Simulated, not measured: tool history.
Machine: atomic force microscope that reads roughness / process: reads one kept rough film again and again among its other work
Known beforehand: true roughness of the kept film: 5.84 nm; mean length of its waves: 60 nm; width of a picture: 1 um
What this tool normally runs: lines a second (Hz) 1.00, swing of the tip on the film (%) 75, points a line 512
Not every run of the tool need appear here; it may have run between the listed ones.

run    hour  lines a second (Hz)  swing of the tip on the film (%)  points a line  roughness of the kept film (nm (root mean square))
  1     0.0                 1.00                                75            512                                               5.174
  2    40.9                 0.85                                75            512                                               5.161
  3    81.6                 0.85                                75            512                                               5.054
  4   108.2                 0.85                                75            512                                               5.063
      117.9  -- new tip fitted
  5   147.1                 0.85                                75            512                                               5.228
  6   175.5                 0.85                                75            512                                               5.196
  7   200.2                 0.85                                75            512                                               5.181
  8   242.1                 1.00                                79            512                                               4.963
  9   281.6                 1.00                                79            512                                               4.887
      285.1  -- new tip fitted
 10   331.7                 1.00                                75            899                                               5.201
 11   364.4                 1.00                                75            512                                               5.143
 12   407.1                 1.00                                75            269                                               5.017
 13   430.7                 1.00                                75            512                                               5.028
      451.8  -- new tip fitted
 14   473.7                 1.00                                75            512                                               5.217
 15   505.7                 1.00                                75            512                                               5.142
 16   534.8                 1.00                                75            512                                               5.117
 17   586.7                 1.00                                75            512                                               5.015
      618.1  -- new tip fitted
 18   641.4                 1.00                                75            542                                               5.246
 19   677.8                 1.00                                75            542                                               5.200
 20   732.4                 2.64                                75            512                                               4.587
      783.6  -- new tip fitted
 21   783.6                 1.00                                75            512                                               5.287
 22   813.3                 1.00                                75            512                                               5.168
 23   855.5                 1.00                                75            512                                               5.135
 24   899.8                 1.00                                75            512                                               5.142
 25   947.1                 1.00                                75            512                                               5.030
      950.1  -- new tip fitted
 26  1001.9                 1.00                                75            300                                               5.179
 27  1039.9                 1.19                                75            512                                               5.083
 28  1062.0                 1.19                                75            512                                               5.044
 29  1094.2                 1.19                                75            512                                               4.965
     1117.2  -- new tip fitted
 30  1149.7                 1.19                                76            498                                               5.112
 31  1172.8                 1.00                                85            285                                               4.941
 32  1205.9                 1.00                                85            285                                               4.900
 33  1261.0                 2.95                                68            969                                               4.723
     1286.2  -- new tip fitted
 34  1290.7                 1.00                                69            515                                               5.351
 35  1329.6                 2.41                                79            666                                               4.584
     1332.9  -- height scale calibrated on a step standard
 36  1362.4                 2.45                                71            767                                               4.836
 37  1411.7                 1.48                                84            314                                               4.666
     1431.9  -- height scale calibrated on a step standard, once more
     1454.2  -- new tip fitted
 38  1465.0                 1.48                                55            268                                               5.397
 39  1490.7                 1.48                                55            268                                               5.301
 40  1514.4                 1.48                                55            268                                               5.269
 41  1558.0                 1.48                                55            268                                               5.226
 42  1598.9                 1.00                                59            512                                               5.171
     1620.9  -- new tip fitted
 43  1632.2                 1.00                                59           1006                                               5.380
 44  1670.2                 3.77                                75            887                                               4.283
 45  1700.3                 2.91                                83            920                                               4.082
 46  1743.5                 2.91                                83            920                                               4.061
     1787.6  -- new tip fitted
 47  1787.6                 0.83                                66            716                                               5.364
 48  1836.3                 1.00                                58            512                                               5.390
 49  1881.8                 1.00                                58            512                                               5.353

Had the tool no unlogged condition, and each run kept its random variation, what would the results have been?
Hidden conditions of the tool in this case: radius of the tip, nm; height scale over the true one, %; drift of the gauge itself on roughness_nm, %.
run  roughness of the kept film (nm (root mean square))
  1                                               5.205
  2                                               5.256
  3                                               5.203
  4                                               5.250
  5                                               5.236
  6                                               5.245
  7                                               5.268
  8                                               5.103
  9                                               5.080
 10                                               5.225
 11                                               5.216
 12                                               5.147
 13                                               5.192
 14                                               5.215
 15                                               5.186
 16                                               5.202
 17                                               5.173
 18                                               5.226
 19                                               5.234
 20                                               4.686
 21                                               5.229
 22                                               5.158
 23                                               5.187
 24                                               5.256
 25                                               5.215
 26                                               5.203
 27                                               5.160
 28                                               5.152
 29                                               5.122
 30                                               5.105
 31                                               4.964
 32                                               4.967
 33                                               4.857
 34                                               5.291
 35                                               4.583
 36                                               4.856
 37                                               4.753
 38                                               5.425
 39                                               5.365
 40                                               5.378
 41                                               5.395
 42                                               5.404
 43                                               5.423
 44                                               4.363
 45                                               4.194
 46                                               4.223
 47                                               5.357
 48                                               5.460
 49                                               5.492

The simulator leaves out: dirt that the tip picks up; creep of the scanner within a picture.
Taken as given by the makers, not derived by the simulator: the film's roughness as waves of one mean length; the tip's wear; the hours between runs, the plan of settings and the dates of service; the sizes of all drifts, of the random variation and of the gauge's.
